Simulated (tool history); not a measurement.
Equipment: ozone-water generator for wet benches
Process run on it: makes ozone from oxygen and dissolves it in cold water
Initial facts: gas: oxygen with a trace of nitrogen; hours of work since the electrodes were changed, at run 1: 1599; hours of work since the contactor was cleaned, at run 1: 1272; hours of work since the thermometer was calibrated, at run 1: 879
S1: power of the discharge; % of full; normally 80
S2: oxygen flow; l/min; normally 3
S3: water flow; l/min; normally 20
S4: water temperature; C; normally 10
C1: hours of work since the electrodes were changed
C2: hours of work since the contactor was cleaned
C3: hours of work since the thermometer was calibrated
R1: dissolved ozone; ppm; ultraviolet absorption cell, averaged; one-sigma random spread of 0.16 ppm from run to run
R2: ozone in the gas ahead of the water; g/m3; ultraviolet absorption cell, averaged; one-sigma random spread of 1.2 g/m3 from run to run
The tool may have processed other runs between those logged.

run	hour	S1	S2	S3	S4	C1	C2	C3	R1	R2
1	0	80	3	20	10	1599	1272	879	21.1	225
2	40.3	80	3	20	10	1629	1301	909	21	224.6
3	95.1	80	3	20	10	1669	1342	949	20.8	223.6
4	162.6	80	3	20	10	1719	1391	999	21.1	218.8
5	210.8	80	3	20	5	1755	1427	1034	21.8	223
6	275.5	80	3	20	5	1802	1475	1082	21.9	220.9
7	312.7	80	3	20	10	1830	1502	1109	21.2	220.4
8	352.6	80	3	20	10	1859	1531	1139	21.1	218.7
9	403.5	80	3	20	6	1897	1569	1176	22	222.3
10	439.7	80	3	20	6	1923	1596	1203	22.1	220
11	475.3	80	3	20	6	1950	1622	1229	21.7	220.5
12	507.4	80	3	20	6	1973	1646	1253	21.8	217.4
13	541.8	80	3	20	6	1999	1671	1278	21.5	218.9
14	584.8	80	3	20	8	2030	1703	1310	21.6	217.7
15	648	80	3	20	8	2077	1749	1357	21.1	215.6
16	715.4	80	3	20	10	2127	1799	1406	21.2	216.5
17	790.8	41	4.33	20	10	2182	1854	1462	15.1	118.8
# hour 809.8: gauge calibrated
18	830.9	40	3	20	6	2212	1884	1491	13.4	135.2
19	881.9	88	2.36	17	11	2249	1922	1529	23.4	257.6
20	936	44	4.35	28	10	2289	1961	1569	11.8	127.9
21	970.3	79	1.84	27	13	2315	1987	1594	12.2	261.6
22	1009	79	1.84	27	13	2343	2015	1623	12.6	258.3
23	1056.2	79	1.84	27	13	2378	2050	1657	12.3	258.9
24	1130.4	79	1.8	12	13	2433	2105	1712	25.8	258.4
25	1170.2	79	1.8	12	13	2462	2134	1742	25.6	260.7
26	1216.3	79	1.8	12	13	2496	2168	1775	25.5	258.7
27	1252.7	66	5.28	32	10	2523	2195	1802	15.3	158.2
28	1313.1	66	5.28	32	10	2567	2239	1847	15.2	158.4
29	1364.3	93	5.28	32	9	2605	2277	1885	19.6	200.8
30	1434.6	80	3	18	13	2657	2329	1936	22.1	216.3
31	1496.2	53	3	18	8	2702	2374	1982	17.4	162.4
32	1567.7	53	3	20	8	2755	2427	2035	15.9	162

What if the next run were any one of these 5? Each begins from the tool's condition after run 32:
A	1627.2	75	3	20	16	2799	2471	2078	?	?
B	1627.2	66	3	20	9	2799	2471	2078	?	?
C	1627.2	45	3.28	20	9	2799	2471	2078	?	?
D	1627.2	67	3	16	8	2799	2471	2078	?	?
E	1627.2	66	3	28	9	2799	2471	2078	?	?

run	R1	R2
A	19.3	205.1
B	18.6	188.6
C	14.8	140.5
D	22.7	190.1
E	13.5	186.5
Without the tool's hidden state the same runs would have given:
run	R1	R2
A	19.3	211.7
B	18.6	194.7
C	14.8	145
D	22.7	196.2
E	13.5	192.5
